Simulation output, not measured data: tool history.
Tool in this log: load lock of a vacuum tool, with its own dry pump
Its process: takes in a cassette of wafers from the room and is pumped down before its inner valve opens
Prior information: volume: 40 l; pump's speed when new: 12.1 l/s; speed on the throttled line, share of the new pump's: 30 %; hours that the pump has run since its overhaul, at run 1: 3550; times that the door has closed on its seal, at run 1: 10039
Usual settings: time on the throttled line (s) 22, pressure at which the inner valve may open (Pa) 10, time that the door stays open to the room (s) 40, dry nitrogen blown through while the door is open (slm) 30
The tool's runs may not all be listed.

run	hour	time on the throttled line (s)	pressure at which the inner valve may open (Pa)	time that the door stays open to the room (s)	dry nitrogen blown through while the door is open (slm)	hours that the pump has run since its overhaul	times that the door has closed on its seal	incoming humidity of the room's air, %	time from the closed door until the inner valve may open (s)	rise of the pressure with all valves shut (Pa/min)
1	0	22	10	40	30	3550	10039	46.2	46.1	0.043
2	84.1	22	10	40	30	3634	10170	43.9	46.4	0.04
3	208.7	22	10	40	30	3759	10363	46.8	46.2	0.045
4	278.1	22	10	40	30	3828	10471	47.4	46.2	0.043
5	384.5	22	10	40	30	3935	10636	43.6	45.7	0.04
6	492	22	10	40	30	4042	10803	42.9	46	0.038
7	614.8	22	10	40	30	4165	10994	45.1	46.5	0.044
8	728.6	22	10	40	30	4279	11171	47	45.9	0.045
9	833.7	22	10	32	30	4384	11334	44.4	46.3	0.037
10	917	22	19	40	30	4467	11464	49.1	44.1	0.04
11	1003.8	22	19	40	30	4554	11598	44.1	44.6	0.039
12	1122.7	22	10	40	30	4673	11783	49.1	46.4	0.042
13	1176.7	17	10	40	30	4727	11867	46.6	42.7	0.042
14	1282.5	17	10	40	30	4833	12031	46.2	42.9	0.045
15	1372.8	17	10	40	30	4923	12172	47.2	42.6	0.041
16	1478.2	17	10	40	30	5028	12336	45.9	42.5	0.036
17	1599.6	17	10	40	30	5150	12524	47.4	42.4	0.045
18	1708.3	17	10	40	30	5259	12693	47.4	43	0.044
19	1773.1	32	15	40	30	5323	12794	46.2	51.8	0.046
20	1883.4	29	9	40	38	5434	12965	47.1	51.8	0.041
21	1941.8	26	14	89	5	5492	13056	43.5	47.9	0.087
22	2033.7	22	14	40	4	5584	13199	45	44.5	0.066
23	2110.4	42	9	100	20	5661	13318	43.5	61	0.062
24	2194.8	11	15	28	30	5745	13449	42.8	36.9	0.029
25	2293.7	24	7	58	21	5844	13603	45.3	48.6	0.051
26	2386.2	12	7	58	8	5936	13746	46.8	40.4	0.079
27	2505.6	30	19	197	19	6056	13932	42.1	49.7	0.086
28	2604.2	16	10	64	5	6154	14085	45.3	42.7	0.089
29	2719.7	13	10	64	42	6270	14264	40.5	39.8	0.033
30	2781.2	13	10	64	42	6331	14360	42.2	39.8	0.04
31	2894.5	38	17	32	8	6445	14536	45.7	55.9	0.061
32	2989.3	16	10	40	7	6540	14683	48.7	42	0.074
33	3050.9	22	10	40	14	6601	14779	41.8	46.5	0.051
34	3146.1	43	10	40	9	6696	14927	46.3	60.7	0.061
35	3209.3	12	10	178	12	6760	15025	50	39.5	0.114
36	3321	12	20	147	12	6871	15199	43.5	36.7	0.09

Below are 5 alternative next runs, each starting from the tool's condition after run 36. Predict each:
A	3411.1	18	10	221	45	6961	15339	43.9	?	?
B	3411.1	15	15	131	12	6961	15339	46.8	?	?
C	3411.1	16	10	40	39	6961	15339	46.3	?	?
D	3411.1	42	9	40	30	6961	15339	44.6	?	?
E	3411.1	22	10	28	14	6961	15339	50.2	?	?

run	time from the closed door until the inner valve may open (s)	rise of the pressure with all valves shut (Pa/min)
A	43.5	0.059
B	40.3	0.092
C	42.6	0.044
D	60.9	0.043
E	46.3	0.053
Without the tool's hidden state the same runs would have given:
run	time from the closed door until the inner valve may open (s)	rise of the pressure with all valves shut (Pa/min)
A	43.5	0.058
B	40.2	0.091
C	42.6	0.043
D	60.9	0.042
E	46.3	0.052

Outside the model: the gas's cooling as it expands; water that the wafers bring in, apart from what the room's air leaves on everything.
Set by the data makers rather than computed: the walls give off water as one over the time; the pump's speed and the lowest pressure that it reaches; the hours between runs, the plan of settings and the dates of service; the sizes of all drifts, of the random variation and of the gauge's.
